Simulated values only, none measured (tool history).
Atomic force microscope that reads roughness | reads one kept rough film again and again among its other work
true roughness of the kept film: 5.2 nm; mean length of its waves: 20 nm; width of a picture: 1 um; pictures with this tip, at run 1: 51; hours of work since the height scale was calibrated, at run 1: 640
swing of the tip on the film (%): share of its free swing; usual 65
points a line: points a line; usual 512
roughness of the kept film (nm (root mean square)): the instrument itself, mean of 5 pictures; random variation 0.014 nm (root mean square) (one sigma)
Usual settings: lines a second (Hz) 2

run   hour  lines a second (Hz)  swing of the tip on the film (%)  points a line  pictures with this tip  hours of work since the height scale was calibrated  roughness of the kept film (nm (root mean square))
  1      0                    2                                65            512                      51                                                  640                                               3.042
  2   19.1                    2                                65            512                      73                                                  654                                               2.923
  3   42.7                    2                                65            512                     100                                                  672                                               2.782
  4   62.8                    2                                65            512                     123                                                  687                                               2.657
  5   86.7                    2                                65            364                     151                                                  704                                               2.503
  6  101.6                    2                                65            512                     168                                                  715                                               2.485
  7  115.9                    2                                65            512                     184                                                  726                                               2.409
  8  139.3                    2                                65            512                     211                                                  743                                               2.293
  9  166.5                    2                                65            499                     242                                                  763                                               2.173
     189.6  -- new tip fitted
 10  190.9                    2                                65            303                       1                                                  780                                               3.377
 11    221                    2                                65            303                      36                                                  803                                               3.109
 12  243.4                 1.16                                65            303                      61                                                  819                                               3.084
 13  271.9                 1.16                                65            303                      94                                                  840                                                2.87
 14    286                 1.16                                65            303                     110                                                  850                                               2.789
 15  314.3                 1.16                                65            303                     142                                                  871                                               2.645
 16  333.9                 1.16                                65            303                     165                                                  886                                               2.515
     336.9  -- height scale calibrated on a step standard
 17  356.9                 1.16                                65            303                     190                                                   15                                               2.398
 18  382.9                 1.16                                65            303                     220                                                   34                                               2.297
 19  396.8                 1.16                                65            303                     236                                                   44                                               2.222
 20  424.4                 1.16                                65            303                     267                                                   64                                               2.122
     427.4  -- new tip fitted
 21  452.5                 0.78                                65            303                      29                                                   85                                               3.299
 22  473.3                 0.88                                65            303                      53                                                  100                                               3.109
 23    488                 0.56                                65            512                      69                                                  111                                               3.116
     500.3  -- height scale calibrated on a step standard, once more
 24  511.2                 2.65                                85            620                      95                                                    8                                               2.243
 25  541.4                 2.65                                85            620                     129                                                   30                                               2.071
 26  565.6                 2.65                                74            620                     157                                                   48                                               2.241
 27  588.4                 2.65                                74            620                     183                                                   65                                                2.14
 28  604.2                 2.07                                76            772                     201                                                   76                                               2.115
 29  621.7                 0.92                                80            538                     221                                                   89                                               2.195
 30  654.3                 0.92                                80            538                     258                                                  113                                               2.077
     664.8  -- new tip fitted
 31  671.9                 2.62                                63            512                       8                                                  126                                                3.29
 32  704.1                    2                                79            512                      45                                                  149                                               2.804
 33  732.1                 0.53                                74            703                      77                                                  170                                                3.06
 34  753.3                 0.53                                74            703                     101                                                  186                                                2.92
 35  775.8                 0.53                                74            703                     127                                                  202                                               2.771
 36  803.7                 0.53                                74            703                     159                                                  223                                               2.638
 37  829.9                 2.58                                81            545                     189                                                  242                                               2.011
 38  862.5                 1.56                                86            545                     226                                                  266                                               1.989
 39  877.7                 1.56                                63            984                     243                                                  277                                               2.255
 40  897.2                 0.61                                88            568                     266                                                  291                                               2.091

The same runs without the tool's hidden state, with the same run-to-run variation:
The hidden state here: radius of the tip, nm; height scale over the true one, %; drift of the gauge itself on roughness_nm, %.
run  roughness of the kept film (nm (root mean square))
  1                                               3.456
  2                                               3.455
  3                                               3.466
  4                                                3.45
  5                                                3.42
  6                                               3.491
  7                                               3.474
  8                                               3.466
  9                                               3.438
 10                                               3.417
 11                                               3.401
 12                                               3.561
 13                                               3.532
 14                                               3.537
 15                                               3.557
 16                                               3.526
 17                                               3.522
 18                                               3.543
 19                                               3.516
 20                                               3.515
 21                                                 3.6
 22                                               3.582
 23                                               3.724
 24                                               2.801
 25                                               2.769
 26                                               3.147
 27                                               3.152
 28                                               3.209
 29                                               3.445
 30                                                3.45
 31                                                3.39
 32                                               3.132
 33                                               3.653
 34                                                3.65
 35                                               3.633
 36                                                3.67
 37                                               2.936
 38                                               3.094
 39                                               3.601
 40                                               3.461

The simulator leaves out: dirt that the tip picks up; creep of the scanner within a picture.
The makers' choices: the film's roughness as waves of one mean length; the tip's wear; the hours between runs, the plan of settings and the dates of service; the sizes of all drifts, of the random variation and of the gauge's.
